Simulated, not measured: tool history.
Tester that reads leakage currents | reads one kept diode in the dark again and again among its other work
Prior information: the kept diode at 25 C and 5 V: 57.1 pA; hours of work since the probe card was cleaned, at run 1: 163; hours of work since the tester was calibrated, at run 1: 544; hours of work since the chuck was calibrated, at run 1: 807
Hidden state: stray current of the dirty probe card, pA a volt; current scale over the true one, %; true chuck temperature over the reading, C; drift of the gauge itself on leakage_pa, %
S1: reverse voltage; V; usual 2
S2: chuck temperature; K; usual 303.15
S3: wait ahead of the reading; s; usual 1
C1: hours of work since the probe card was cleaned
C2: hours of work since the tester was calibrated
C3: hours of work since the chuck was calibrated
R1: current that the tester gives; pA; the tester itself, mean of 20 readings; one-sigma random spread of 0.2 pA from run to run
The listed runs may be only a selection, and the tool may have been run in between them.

{"run": 1, "day": 0.0, "S1": 2, "S2": 303.15, "S3": 1, "C1": 163, "C2": 544, "C3": 807, "R1": 65.85}
{"run": 2, "day": 1.6, "S1": 2, "S2": 303.15, "S3": 1, "C1": 181, "C2": 562, "C3": 825, "R1": 65.81}
{"run": 3, "day": 3.008, "S1": 2, "S2": 295.15, "S3": 1, "C1": 197, "C2": 578, "C3": 841, "R1": 34.69}
{"run": 4, "day": 5.138, "S1": 2, "S2": 295.15, "S3": 1, "C1": 221, "C2": 602, "C3": 865, "R1": 34.83}
{"run": 5, "day": 7.192, "S1": 2, "S2": 295.15, "S3": 1, "C1": 244, "C2": 625, "C3": 889, "R1": 34.93}
{"run": 6, "day": 9.5, "S1": 2, "S2": 303.15, "S3": 1, "C1": 270, "C2": 651, "C3": 915, "R1": 66.47}
{"run": 7, "day": 11.238, "S1": 2, "S2": 303.15, "S3": 1, "C1": 290, "C2": 671, "C3": 935, "R1": 66.31}
{"run": 8, "day": 14.012, "S1": 2, "S2": 303.15, "S3": 1, "C1": 321, "C2": 702, "C3": 966, "R1": 66.56}
{"run": 9, "day": 16.746, "S1": 2, "S2": 303.15, "S3": 1, "C1": 352, "C2": 733, "C3": 997, "R1": 66.69}
{"run": 10, "day": 18.183, "S1": 2, "S2": 303.15, "S3": 1, "C1": 369, "C2": 750, "C3": 1013, "R1": 66.67}
{"run": 11, "day": 19.621, "S1": 2, "S2": 303.15, "S3": 1.31, "C1": 385, "C2": 766, "C3": 1030, "R1": 66.59}
{"run": 12, "day": 21.838, "S1": 2, "S2": 303.15, "S3": 1.31, "C1": 410, "C2": 791, "C3": 1055, "R1": 66.77}
{"run": 13, "day": 23.35, "S1": 2, "S2": 303.15, "S3": 1.31, "C1": 427, "C2": 808, "C3": 1072, "R1": 66.9}
{"run": 14, "day": 24.729, "S1": 2, "S2": 303.15, "S3": 1.31, "C1": 443, "C2": 824, "C3": 1087, "R1": 66.92}
{"run": 15, "day": 27.4, "S1": 19.05, "S2": 302.15, "S3": 1.31, "C1": 473, "C2": 854, "C3": 1118, "R1": 135.36}
{"run": 16, "day": 29.396, "S1": 3.54, "S2": 324.15, "S3": 0.43, "C1": 496, "C2": 877, "C3": 1140, "R1": 378.84}
{"run": 17, "day": 30.779, "S1": 3.03, "S2": 301.15, "S3": 1, "C1": 511, "C2": 892, "C3": 1156, "R1": 65.66}
{"run": 18, "day": 33.246, "S1": 1.17, "S2": 313.15, "S3": 2.21, "C1": 539, "C2": 920, "C3": 1184, "R1": 120.41}
{"run": 19, "day": 35.575, "S1": 1.17, "S2": 313.15, "S3": 2.21, "C1": 566, "C2": 947, "C3": 1210, "R1": 119.73}
{"day": 35.925, "done": "probe card cleaned and baked"}
{"run": 20, "day": 37.412, "S1": 1.17, "S2": 313.15, "S3": 2.21, "C1": 17, "C2": 966, "C3": 1230, "R1": 120.25}
{"run": 21, "day": 38.633, "S1": 1.57, "S2": 303.15, "S3": 2.04, "C1": 31, "C2": 980, "C3": 1244, "R1": 62.32}
{"run": 22, "day": 40.996, "S1": 2, "S2": 303.15, "S3": 3.59, "C1": 57, "C2": 1007, "C3": 1270, "R1": 68}
{"day": 41.267, "done": "probe card cleaned and baked, once more"}
{"run": 23, "day": 43.846, "S1": 3.7, "S2": 331.15, "S3": 1, "C1": 29, "C2": 1038, "C3": 1301, "R1": 620.95}
{"run": 24, "day": 45.096, "S1": 19.41, "S2": 309.15, "S3": 1.46, "C1": 43, "C2": 1052, "C3": 1315, "R1": 227.41}
{"run": 25, "day": 47.454, "S1": 8.88, "S2": 301.15, "S3": 9.98, "C1": 70, "C2": 1078, "C3": 1342, "R1": 93.82}
{"run": 26, "day": 48.954, "S1": 1.99, "S2": 331.15, "S3": 0.93, "C1": 87, "C2": 1095, "C3": 1359, "R1": 504.81}
{"run": 27, "day": 50.608, "S1": 19.58, "S2": 308.15, "S3": 0.93, "C1": 106, "C2": 1114, "C3": 1378, "R1": 213.75}
{"run": 28, "day": 52.488, "S1": 10.34, "S2": 333.15, "S3": 7.35, "C1": 127, "C2": 1135, "C3": 1399, "R1": 991.54}

What if the next run were any one of these 3? Each begins from the tool's condition after run 28:
{"run": "A", "day": 54.004, "S1": 10.34, "S2": 304.15, "S3": 0.48, "C1": 144, "C2": 1153, "C3": 1416, "R1": "?"}
{"run": "B", "day": 54.004, "S1": 13.83, "S2": 303.15, "S3": 1, "C1": 144, "C2": 1153, "C3": 1416, "R1": "?"}
{"run": "C", "day": 54.004, "S1": 1.92, "S2": 325.15, "S3": 1, "C1": 144, "C2": 1153, "C3": 1416, "R1": "?"}

run=A R1=128.59
run=B R1=129.57
run=C R1=332.94
Had the tool no hidden state, the same runs would have come out as:
run=A R1=120.73
run=B R1=121.32
run=C R1=315.91

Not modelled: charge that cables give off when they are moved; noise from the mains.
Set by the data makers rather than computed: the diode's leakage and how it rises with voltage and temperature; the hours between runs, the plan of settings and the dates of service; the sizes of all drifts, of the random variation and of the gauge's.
